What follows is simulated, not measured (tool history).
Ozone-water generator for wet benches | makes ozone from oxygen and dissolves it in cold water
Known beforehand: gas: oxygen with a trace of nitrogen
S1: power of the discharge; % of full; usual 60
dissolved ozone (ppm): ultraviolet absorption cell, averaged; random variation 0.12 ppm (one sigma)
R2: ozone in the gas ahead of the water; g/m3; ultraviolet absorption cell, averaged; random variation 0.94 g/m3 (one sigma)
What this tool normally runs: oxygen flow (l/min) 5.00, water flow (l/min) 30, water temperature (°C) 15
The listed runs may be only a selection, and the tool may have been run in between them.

run 1 hour=0.0 | S1=60 oxygen_flow_(l/min)=5.00 water_flow_(l/min)=30 water_temperature_(°C)=15 | dissolved_ozone_(ppm)=9.6 R2=151.5
run 2 hour=48.6 | S1=60 oxygen_flow_(l/min)=5.00 water_flow_(l/min)=30 water_temperature_(°C)=15 | dissolved_ozone_(ppm)=9.3 R2=150.0
run 3 hour=124.2 | S1=60 oxygen_flow_(l/min)=5.00 water_flow_(l/min)=30 water_temperature_(°C)=15 | dissolved_ozone_(ppm)=9.3 R2=150.7
run 4 hour=163.8 | S1=60 oxygen_flow_(l/min)=5.00 water_flow_(l/min)=30 water_temperature_(°C)=15 | dissolved_ozone_(ppm)=9.1 R2=149.5
run 5 hour=216.6 | S1=60 oxygen_flow_(l/min)=5.00 water_flow_(l/min)=30 water_temperature_(°C)=15 | dissolved_ozone_(ppm)=9.2 R2=150.8
run 6 hour=251.1 | S1=60 oxygen_flow_(l/min)=6.60 water_flow_(l/min)=30 water_temperature_(°C)=15 | dissolved_ozone_(ppm)=10.0 R2=135.1
run 7 hour=296.2 | S1=60 oxygen_flow_(l/min)=5.00 water_flow_(l/min)=30 water_temperature_(°C)=15 | dissolved_ozone_(ppm)=9.1 R2=148.3
run 8 hour=367.5 | S1=60 oxygen_flow_(l/min)=5.00 water_flow_(l/min)=30 water_temperature_(°C)=15 | dissolved_ozone_(ppm)=9.1 R2=150.1
run 9 hour=402.8 | S1=60 oxygen_flow_(l/min)=5.00 water_flow_(l/min)=30 water_temperature_(°C)=15 | dissolved_ozone_(ppm)=9.2 R2=150.3
run 10 hour=450.7 | S1=60 oxygen_flow_(l/min)=5.00 water_flow_(l/min)=30 water_temperature_(°C)=15 | dissolved_ozone_(ppm)=9.2 R2=149.5
run 11 hour=505.7 | S1=60 oxygen_flow_(l/min)=5.00 water_flow_(l/min)=30 water_temperature_(°C)=15 | dissolved_ozone_(ppm)=9.1 R2=149.9
run 12 hour=538.9 | S1=60 oxygen_flow_(l/min)=5.00 water_flow_(l/min)=20 water_temperature_(°C)=12 | dissolved_ozone_(ppm)=13.8 R2=150.1
run 13 hour=591.2 | S1=72 oxygen_flow_(l/min)=7.09 water_flow_(l/min)=27 water_temperature_(°C)=11 | dissolved_ozone_(ppm)=13.2 R2=145.3
run 14 hour=636.3 | S1=52 oxygen_flow_(l/min)=2.69 water_flow_(l/min)=32 water_temperature_(°C)=9 | dissolved_ozone_(ppm)=6.6 R2=173.3
run 15 hour=701.1 | S1=60 oxygen_flow_(l/min)=5.07 water_flow_(l/min)=22 water_temperature_(°C)=15 | dissolved_ozone_(ppm)=12.5 R2=148.9
run 16 hour=742.2 | S1=60 oxygen_flow_(l/min)=5.07 water_flow_(l/min)=22 water_temperature_(°C)=15 | dissolved_ozone_(ppm)=12.2 R2=148.7
run 17 hour=812.5 | S1=60 oxygen_flow_(l/min)=4.48 water_flow_(l/min)=22 water_temperature_(°C)=15 | dissolved_ozone_(ppm)=11.9 R2=155.3
run 18 hour=857.9 | S1=60 oxygen_flow_(l/min)=5.00 water_flow_(l/min)=34 water_temperature_(°C)=18 | dissolved_ozone_(ppm)=7.8 R2=149.4
run 19 hour=908.1 | S1=60 oxygen_flow_(l/min)=5.00 water_flow_(l/min)=39 water_temperature_(°C)=15 | dissolved_ozone_(ppm)=7.0 R2=149.1

Alternative continuations, all from the tool just after run 19; predict every row:
run A hour=964.7 | S1=60 oxygen_flow_(l/min)=4.52 water_flow_(l/min)=39 water_temperature_(°C)=15 | dissolved_ozone_(ppm)=? R2=?
run B hour=964.7 | S1=60 oxygen_flow_(l/min)=5.00 water_flow_(l/min)=19 water_temperature_(°C)=7 | dissolved_ozone_(ppm)=? R2=?
run C hour=964.7 | S1=75 oxygen_flow_(l/min)=5.00 water_flow_(l/min)=31 water_temperature_(°C)=11 | dissolved_ozone_(ppm)=? R2=?
run D hour=964.7 | S1=82 oxygen_flow_(l/min)=5.00 water_flow_(l/min)=27 water_temperature_(°C)=15 | dissolved_ozone_(ppm)=? R2=?
run E hour=964.7 | S1=94 oxygen_flow_(l/min)=5.00 water_flow_(l/min)=24 water_temperature_(°C)=16 | dissolved_ozone_(ppm)=? R2=?

run=A dissolved_ozone_(ppm)=6.8 R2=154.2
run=B dissolved_ozone_(ppm)=15.3 R2=149.4
run=C dissolved_ozone_(ppm)=10.6 R2=173.1
run=D dissolved_ozone_(ppm)=12.4 R2=183.4
run=E dissolved_ozone_(ppm)=15.2 R2=202.2
With the hidden condition removed and each run's random variation left untouched, the same runs would have given:
run=A dissolved_ozone_(ppm)=7.5 R2=165.2
run=B dissolved_ozone_(ppm)=16.9 R2=160.2
run=C dissolved_ozone_(ppm)=11.9 R2=187.8
run=D dissolved_ozone_(ppm)=13.9 R2=200.0
run=E dissolved_ozone_(ppm)=17.2 R2=222.1
